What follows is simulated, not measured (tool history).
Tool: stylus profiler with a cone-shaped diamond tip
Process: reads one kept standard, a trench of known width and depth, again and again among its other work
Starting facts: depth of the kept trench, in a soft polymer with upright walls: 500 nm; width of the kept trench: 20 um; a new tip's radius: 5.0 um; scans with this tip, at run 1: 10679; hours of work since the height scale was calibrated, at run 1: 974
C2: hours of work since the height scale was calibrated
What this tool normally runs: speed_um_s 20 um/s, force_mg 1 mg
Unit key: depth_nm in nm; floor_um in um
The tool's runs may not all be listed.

Run 1, hour 0: usual settings; scans with this tip 10679; C2 974. Result: depth_nm 505.11 nm, floor_um 14.74 um.
Run 2, hour 76.2: usual settings; scans with this tip 11187; C2 1020. Result: depth_nm 505.06 nm, floor_um 14.73 um.
Run 3, hour 129.5: usual settings; scans with this tip 11543; C2 1052. Result: depth_nm 505.12 nm, floor_um 14.76 um.
Run 4, hour 196.5: usual settings but speed_um_s 5 um/s; scans with this tip 11989; C2 1093. Result: depth_nm 505.12 nm, floor_um 14.78 um.
Run 5, hour 277.3: usual settings but speed_um_s 5 um/s; scans with this tip 12528; C2 1142. Result: depth_nm 505.42 nm, floor_um 14.71 um.
Run 6, hour 336.8: usual settings but speed_um_s 5 um/s; scans with this tip 12925; C2 1178. Result: depth_nm 505.31 nm, floor_um 14.69 um.
Run 7, hour 375.3: usual settings; scans with this tip 13182; C2 1202. Result: depth_nm 505.66 nm, floor_um 14.59 um.
Run 8, hour 445.3: usual settings; scans with this tip 13649; C2 1244. Result: depth_nm 505.55 nm, floor_um 14.6 um.
Run 9, hour 491.3: usual settings; scans with this tip 13955; C2 1272. Result: depth_nm 505.83 nm, floor_um 14.59 um.
Run 10, hour 537.9: usual settings but speed_um_s 12 um/s; scans with this tip 14266; C2 1301. Result: depth_nm 505.75 nm, floor_um 14.59 um.
Run 11, hour 620.7: usual settings but speed_um_s 12 um/s; scans with this tip 14818; C2 1351. Result: depth_nm 505.55 nm, floor_um 14.57 um.
Run 12, hour 692.8: usual settings but speed_um_s 12 um/s; scans with this tip 15299; C2 1395. Result: depth_nm 506.22 nm, floor_um 14.52 um.
Run 13, hour 749.2: usual settings but speed_um_s 12 um/s; scans with this tip 15675; C2 1429. Result: depth_nm 506.27 nm, floor_um 14.53 um.
Run 14, hour 808.7: usual settings; scans with this tip 16071; C2 1465. Result: depth_nm 506.06 nm, floor_um 14.41 um.
Run 15, hour 893: usual settings but force_mg 0.61 mg; scans with this tip 16634; C2 1517. Result: depth_nm 505.56 nm, floor_um 14.38 um.
Run 16, hour 975: usual settings but force_mg 0.61 mg; scans with this tip 17180; C2 1566. Result: depth_nm 505.52 nm, floor_um 14.36 um.
Run 17, hour 1015.9: usual settings; scans with this tip 17453; C2 1591. Result: depth_nm 506.64 nm, floor_um 14.34 um.
At hour 1020.7: height scale calibrated on a step standard.
Run 18, hour 1058.5: usual settings; scans with this tip 17734; C2 23. Result: depth_nm 507.96 nm, floor_um 14.38 um.
Run 19, hour 1140.4: usual settings but speed_um_s 7 um/s; scans with this tip 18280; C2 73. Result: depth_nm 507.91 nm, floor_um 14.38 um.
Run 20, hour 1205.3: usual settings; scans with this tip 18713; C2 112. Result: depth_nm 507.97 nm, floor_um 14.28 um.
Run 21, hour 1259.7: usual settings but force_mg 0.5 mg; scans with this tip 19075; C2 145. Result: depth_nm 507.33 nm, floor_um 14.22 um.
Run 22, hour 1305.1: usual settings but force_mg 0.5 mg; scans with this tip 19378; C2 173. Result: depth_nm 507.25 nm, floor_um 14.26 um.
Run 23, hour 1354.5: usual settings but force_mg 2.41 mg; scans with this tip 19708; C2 203. Result: depth_nm 510.08 nm, floor_um 14.27 um.
At hour 1387.4: height scale calibrated on a step standard, once more.
Run 24, hour 1406.3: usual settings but force_mg 2.41 mg; scans with this tip 20050; C2 11. Result: depth_nm 504.11 nm, floor_um 14.18 um.
Run 25, hour 1453.4: usual settings but force_mg 2.41 mg; scans with this tip 20364; C2 40. Result: depth_nm 504.08 nm, floor_um 14.24 um.
Run 26, hour 1512.2: usual settings but speed_um_s 13 um/s, force_mg 0.67 mg; scans with this tip 20756; C2 76. Result: depth_nm 502.09 nm, floor_um 14.19 um.
Run 27, hour 1572.6: usual settings but speed_um_s 10 um/s, force_mg 0.52 mg; scans with this tip 21159; C2 113. Result: depth_nm 501.76 nm, floor_um 14.12 um.
Run 28, hour 1616.1: usual settings but speed_um_s 10 um/s, force_mg 0.52 mg; scans with this tip 21449; C2 139. Result: depth_nm 501.92 nm, floor_um 14.1 um.
Run 29, hour 1659.3: usual settings but speed_um_s 21 um/s, force_mg 1.29 mg; scans with this tip 21737; C2 165. Result: depth_nm 503.1 nm, floor_um 14.14 um.
Run 30, hour 1699.1: usual settings but speed_um_s 68 um/s, force_mg 1.44 mg; scans with this tip 22002; C2 190. Result: depth_nm 503.4 nm, floor_um 14.07 um.
Run 31, hour 1786.9: usual settings but speed_um_s 42 um/s, force_mg 2.37 mg; scans with this tip 22588; C2 243. Result: depth_nm 504.78 nm, floor_um 14.08 um.
Run 32, hour 1852.8: usual settings but speed_um_s 12 um/s; scans with this tip 23027; C2 283. Result: depth_nm 503.01 nm, floor_um 14.12 um.
Run 33, hour 1908.4: usual settings but speed_um_s 12 um/s; scans with this tip 23398; C2 317. Result: depth_nm 503.15 nm, floor_um 14.07 um.
Run 34, hour 1964.1: usual settings but force_mg 0.54 mg; scans with this tip 23770; C2 351. Result: depth_nm 502.65 nm, floor_um 13.97 um.
Run 35, hour 2037.8: usual settings but speed_um_s 19 um/s, force_mg 0.47 mg; scans with this tip 24261; C2 395. Result: depth_nm 502.12 nm, floor_um 13.98 um.
Run 36, hour 2107.5: usual settings but speed_um_s 19 um/s, force_mg 0.47 mg; scans with this tip 24726; C2 438. Result: depth_nm 502.38 nm, floor_um 13.95 um.
Run 37, hour 2165.6: usual settings but speed_um_s 50 um/s, force_mg 1.84 mg; scans with this tip 25113; C2 473. Result: depth_nm 504.58 nm, floor_um 13.92 um.
Run 38, hour 2238.5: usual settings but speed_um_s 36 um/s; scans with this tip 25599; C2 517. Result: depth_nm 503.42 nm, floor_um 13.86 um.
Run 39, hour 2316.6: usual settings but speed_um_s 16 um/s, force_mg 0.8 mg; scans with this tip 26120; C2 565. Result: depth_nm 503.31 nm, floor_um 13.87 um.
Run 40, hour 2390.6: usual settings but speed_um_s 14 um/s, force_mg 1.03 mg; scans with this tip 26613; C2 610. Result: depth_nm 503.77 nm, floor_um 13.88 um.
Run 41, hour 2449.6: usual settings but speed_um_s 23 um/s, force_mg 0.76 mg; scans with this tip 27007; C2 646. Result: depth_nm 503.39 nm, floor_um 13.84 um.
Run 42, hour 2528.3: usual settings but speed_um_s 63 um/s, force_mg 1.06 mg; scans with this tip 27532; C2 694. Result: depth_nm 504.29 nm, floor_um 13.72 um.
Run 43, hour 2593.1: usual settings but speed_um_s 38 um/s, force_mg 1.36 mg; scans with this tip 27964; C2 733. Result: depth_nm 504.8 nm, floor_um 13.7 um.
At hour 2601.9: new tip fitted, height scale calibrated.
Run 44, hour 2649.6: usual settings but speed_um_s 15 um/s, force_mg 1.03 mg; scans with this tip 318; C2 29. Result: depth_nm 502.49 nm, floor_um 15.7 um.
Run 45, hour 2692.7: usual settings but speed_um_s 18 um/s, force_mg 0.88 mg; scans with this tip 606; C2 55. Result: depth_nm 502.35 nm, floor_um 15.65 um.

Branching from run 45: 5 alternative next runs. What would each branch give?
Run A, hour 2734.4: usual settings but speed_um_s 18 um/s, force_mg 1.7 mg; scans with this tip 884; C2 81. Result: depth_nm ?, floor_um ?.
Run B, hour 2734.4: usual settings but speed_um_s 21 um/s, force_mg 0.5 mg; scans with this tip 884; C2 81. Result: depth_nm ?, floor_um ?.
Run C, hour 2734.4: usual settings but speed_um_s 28 um/s; scans with this tip 884; C2 81. Result: depth_nm ?, floor_um ?.
Run D, hour 2734.4: usual settings but speed_um_s 16 um/s, force_mg 2.34 mg; scans with this tip 884; C2 81. Result: depth_nm ?, floor_um ?.
Run E, hour 2734.4: usual settings but speed_um_s 18 um/s, force_mg 1.67 mg; scans with this tip 884; C2 81. Result: depth_nm ?, floor_um ?.

run  depth_nm  floor_um
  A    503.37     15.63
  B     501.4     15.52
  C     502.5      15.6
  D    504.11     15.61
  E    503.25     15.64
With the hidden condition removed and each run's random variation left untouched, the same runs would have given:
run  depth_nm  floor_um
  A     503.2     15.61
  B    501.23      15.5
  C    502.34     15.58
  D    503.94     15.59
  E    503.08     15.63

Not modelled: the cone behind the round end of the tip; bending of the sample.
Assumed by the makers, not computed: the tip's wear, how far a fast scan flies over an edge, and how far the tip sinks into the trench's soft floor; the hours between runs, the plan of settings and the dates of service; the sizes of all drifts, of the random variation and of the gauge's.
